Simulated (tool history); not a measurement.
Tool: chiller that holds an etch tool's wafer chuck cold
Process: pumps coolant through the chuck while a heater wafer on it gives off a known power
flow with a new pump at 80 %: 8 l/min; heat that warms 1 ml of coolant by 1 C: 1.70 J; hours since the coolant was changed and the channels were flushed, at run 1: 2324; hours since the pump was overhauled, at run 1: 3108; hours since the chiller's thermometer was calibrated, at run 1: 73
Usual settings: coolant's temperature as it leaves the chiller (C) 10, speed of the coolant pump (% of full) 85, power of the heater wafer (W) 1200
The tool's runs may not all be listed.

| run | day | coolant's temperature as it leaves the chiller (C) | speed of the coolant pump (% of full) | power of the heater wafer (W) | hours since the coolant was changed and the channels were flushed | hours since the pump was overhauled | hours since the chiller's thermometer was calibrated | chuck's temperature once it has settled (C) | how much warmer the coolant comes back (C) |
|---|---|---|---|---|---|---|---|---|---|
| 1 | 0 | 10 | 85 | 1200 | 2324 | 3108 | 73 | 21.3 | 4.97 |
| 2 | 1.983 | 10 | 85 | 1200 | 2372 | 3156 | 120 | 21.3 | 4.98 |
| 3 | 5.05 | 10 | 67 | 1200 | 2446 | 3229 | 194 | 23.3 | 6.31 |
| 4 | 6.575 | 10 | 85 | 1200 | 2482 | 3266 | 230 | 21.5 | 5 |
| 5 | 9.117 | 10 | 85 | 1200 | 2543 | 3327 | 291 | 21.4 | 4.96 |
| 6 | 12.35 | 10 | 85 | 1200 | 2621 | 3404 | 369 | 21.5 | 5 |
| 7 | 14.758 | 10 | 85 | 1200 | 2679 | 3462 | 427 | 21.5 | 5.03 |
| 8 | 18.246 | 10 | 87 | 1200 | 2762 | 3546 | 510 | 21.1 | 4.84 |
| 9 | 19.912 | 10 | 87 | 1200 | 2802 | 3586 | 550 | 21.2 | 4.87 |
| 10 | 21.612 | 10 | 87 | 1200 | 2843 | 3627 | 591 | 21.1 | 4.89 |
| 11 | 24.662 | 10 | 87 | 1200 | 2916 | 3700 | 664 | 21.3 | 4.88 |
| 12 | 27.612 | 10 | 87 | 1200 | 2987 | 3771 | 735 | 21.2 | 4.82 |
| 13 | 30.188 | 10 | 85 | 1200 | 3049 | 3833 | 797 | 21.4 | 5.03 |
| 14 | 32.754 | 10 | 85 | 1200 | 3110 | 3894 | 859 | 21.4 | 4.99 |
| 15 | 35.054 | 10 | 85 | 1200 | 3166 | 3949 | 914 | 21.3 | 4.96 |
| 16 | 37.938 | 10 | 71 | 1200 | 3235 | 4018 | 983 | 22.9 | 6.05 |
| 17 | 40.892 | 10 | 69 | 1370 | 3306 | 4089 | 1054 | 25 | 7.03 |
| 18 | 42.8 | 6 | 71 | 897 | 3351 | 4135 | 1100 | 15.6 | 4.52 |
|  | 44.429 | coolant changed, channels flushed |
| 19 | 45.925 | 4 | 86 | 749 | 36 | 4204 | 1169 | 11.1 | 3.06 |
| 20 | 49.279 | 5 | 91 | 1462 | 116 | 4285 | 1249 | 18 | 5.68 |
| 21 | 52.054 | 17 | 64 | 1200 | 183 | 4351 | 1316 | 30.9 | 6.68 |
| 22 | 54.233 | 17 | 91 | 1285 | 235 | 4404 | 1368 | 28.8 | 4.97 |
| 23 | 56.325 | 18 | 85 | 991 | 286 | 4454 | 1418 | 27.3 | 4.13 |
| 24 | 58.579 | 18 | 85 | 991 | 340 | 4508 | 1472 | 27.4 | 4.12 |
| 25 | 60.608 | 10 | 85 | 708 | 388 | 4557 | 1521 | 16.6 | 2.99 |
| 26 | 64.179 | 7 | 94 | 1180 | 474 | 4642 | 1607 | 17.3 | 4.42 |
| 27 | 66.504 | 7 | 94 | 1180 | 530 | 4698 | 1663 | 17.5 | 4.47 |
| 28 | 68.404 | 7 | 94 | 1180 | 575 | 4744 | 1708 | 17.4 | 4.44 |
| 29 | 70.692 | 15 | 61 | 1180 | 630 | 4799 | 1763 | 29 | 6.91 |
| 30 | 72.579 | 1 | 61 | 1747 | 676 | 4844 | 1808 | 21.8 | 10.19 |
| 31 | 74.804 | 3 | 61 | 760 | 729 | 4897 | 1862 | 11.9 | 4.36 |

3 ways to go on from here, each from the tool as it stands after run 31. What would each give?
| A | 77.588 | 19 | 85 | 1200 | 796 | 4964 | 1929 | ? | ? |
| B | 77.588 | 19 | 88 | 1703 | 796 | 4964 | 1929 | ? | ? |
| C | 77.588 | 3 | 84 | 760 | 796 | 4964 | 1929 | ? | ? |

| run | chuck's temperature once it has settled (C) | how much warmer the coolant comes back (C) |
|---|---|---|
| A | 30.5 | 5.01 |
| B | 34.7 | 6.86 |
| C | 10.5 | 3.18 |
Without the tool's hidden state the same runs would have given:
| run | chuck's temperature once it has settled (C) | how much warmer the coolant comes back (C) |
|---|---|---|
| A | 30.5 | 5 |
| B | 34.7 | 6.85 |
| C | 10.5 | 3.18 |

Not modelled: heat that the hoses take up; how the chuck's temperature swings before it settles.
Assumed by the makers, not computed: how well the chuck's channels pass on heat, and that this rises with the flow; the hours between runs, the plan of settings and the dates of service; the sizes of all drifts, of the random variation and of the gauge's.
